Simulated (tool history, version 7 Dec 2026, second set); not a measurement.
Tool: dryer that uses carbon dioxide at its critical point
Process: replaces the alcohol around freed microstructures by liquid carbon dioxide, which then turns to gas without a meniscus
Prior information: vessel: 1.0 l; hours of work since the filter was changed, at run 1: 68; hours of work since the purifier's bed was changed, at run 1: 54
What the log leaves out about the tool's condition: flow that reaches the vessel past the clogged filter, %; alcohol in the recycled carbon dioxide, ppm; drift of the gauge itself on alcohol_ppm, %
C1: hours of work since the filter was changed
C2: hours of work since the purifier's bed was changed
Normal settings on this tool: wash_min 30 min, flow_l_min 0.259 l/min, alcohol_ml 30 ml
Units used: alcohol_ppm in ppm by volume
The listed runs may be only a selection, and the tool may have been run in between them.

run 1 hour=0.0 | wash_min=30 flow_l_min=0.259 alcohol_ml=30 | C1=68 C2=54 | alcohol_ppm=62
run 2 hour=13.8 | wash_min=30 flow_l_min=0.259 alcohol_ml=30 | C1=77 C2=63 | alcohol_ppm=76
run 3 hour=30.4 | wash_min=30 flow_l_min=0.259 alcohol_ml=30 | C1=87 C2=73 | alcohol_ppm=63
run 4 hour=41.8 | wash_min=30 flow_l_min=0.259 alcohol_ml=30 | C1=94 C2=80 | alcohol_ppm=64
run 5 hour=55.8 | wash_min=30 flow_l_min=0.259 alcohol_ml=30 | C1=103 C2=89 | alcohol_ppm=71
run 6 hour=72.9 | wash_min=30 flow_l_min=0.259 alcohol_ml=30 | C1=114 C2=100 | alcohol_ppm=67
run 7 hour=85.1 | wash_min=30 flow_l_min=0.259 alcohol_ml=84 | C1=122 C2=108 | alcohol_ppm=161
run 8 hour=98.2 | wash_min=30 flow_l_min=0.259 alcohol_ml=84 | C1=130 C2=116 | alcohol_ppm=159
run 9 hour=113.5 | wash_min=30 flow_l_min=0.259 alcohol_ml=84 | C1=139 C2=126 | alcohol_ppm=166
run 10 hour=124.2 | wash_min=30 flow_l_min=0.259 alcohol_ml=84 | C1=146 C2=132 | alcohol_ppm=166
run 11 hour=132.2 | wash_min=30 flow_l_min=0.259 alcohol_ml=84 | C1=151 C2=137 | alcohol_ppm=162
run 12 hour=148.3 | wash_min=30 flow_l_min=0.259 alcohol_ml=84 | C1=161 C2=148 | alcohol_ppm=168
run 13 hour=163.5 | wash_min=30 flow_l_min=0.259 alcohol_ml=84 | C1=171 C2=157 | alcohol_ppm=173
run 14 hour=172.9 | wash_min=30 flow_l_min=0.259 alcohol_ml=84 | C1=177 C2=163 | alcohol_ppm=172
run 15 hour=189.2 | wash_min=30 flow_l_min=0.259 alcohol_ml=84 | C1=187 C2=173 | alcohol_ppm=174
run 16 hour=198.8 | wash_min=30 flow_l_min=0.289 alcohol_ml=30 | C1=193 C2=179 | alcohol_ppm=78
run 17 hour=214.1 | wash_min=30 flow_l_min=0.289 alcohol_ml=30 | C1=203 C2=189 | alcohol_ppm=71
run 18 hour=222.7 | wash_min=30 flow_l_min=0.259 alcohol_ml=62 | C1=208 C2=194 | alcohol_ppm=150
run 19 hour=232.4 | wash_min=30 flow_l_min=0.259 alcohol_ml=62 | C1=214 C2=201 | alcohol_ppm=146
run 20 hour=245.1 | wash_min=45 flow_l_min=0.259 alcohol_ml=30 | C1=222 C2=209 | alcohol_ppm=50
run 21 hour=254.8 | wash_min=45 flow_l_min=0.259 alcohol_ml=30 | C1=228 C2=215 | alcohol_ppm=52
run 22 hour=271.8 | wash_min=45 flow_l_min=0.259 alcohol_ml=30 | C1=239 C2=225 | alcohol_ppm=71
run 23 hour=286.4 | wash_min=45 flow_l_min=0.259 alcohol_ml=30 | C1=248 C2=235 | alcohol_ppm=65
run 24 hour=303.2 | wash_min=44 flow_l_min=0.261 alcohol_ml=29 | C1=259 C2=245 | alcohol_ppm=72
run 25 hour=312.6 | wash_min=44 flow_l_min=0.261 alcohol_ml=29 | C1=265 C2=251 | alcohol_ppm=65
run 26 hour=328.8 | wash_min=39 flow_l_min=0.213 alcohol_ml=47 | C1=275 C2=261 | alcohol_ppm=116
run 27 hour=338.5 | wash_min=44 flow_l_min=0.213 alcohol_ml=66 | C1=281 C2=267 | alcohol_ppm=87
run 28 hour=353.1 | wash_min=25 flow_l_min=0.185 alcohol_ml=66 | C1=290 C2=277 | alcohol_ppm=1571
run 29 hour=361.8 | wash_min=25 flow_l_min=0.185 alcohol_ml=91 | C1=296 C2=282 | alcohol_ppm=2141

Run 30 has not been measured yet. What should we expect?
run 30 hour=373.6 | wash_min=25 flow_l_min=0.185 alcohol_ml=91 | C1=303 C2=289 | alcohol_ppm=?

alcohol_ppm: 2181 ppm by volume
Were there no unlogged condition in the tool, this run, its random variation unchanged, would have produced alcohol_ppm 1890 ppm by volume.
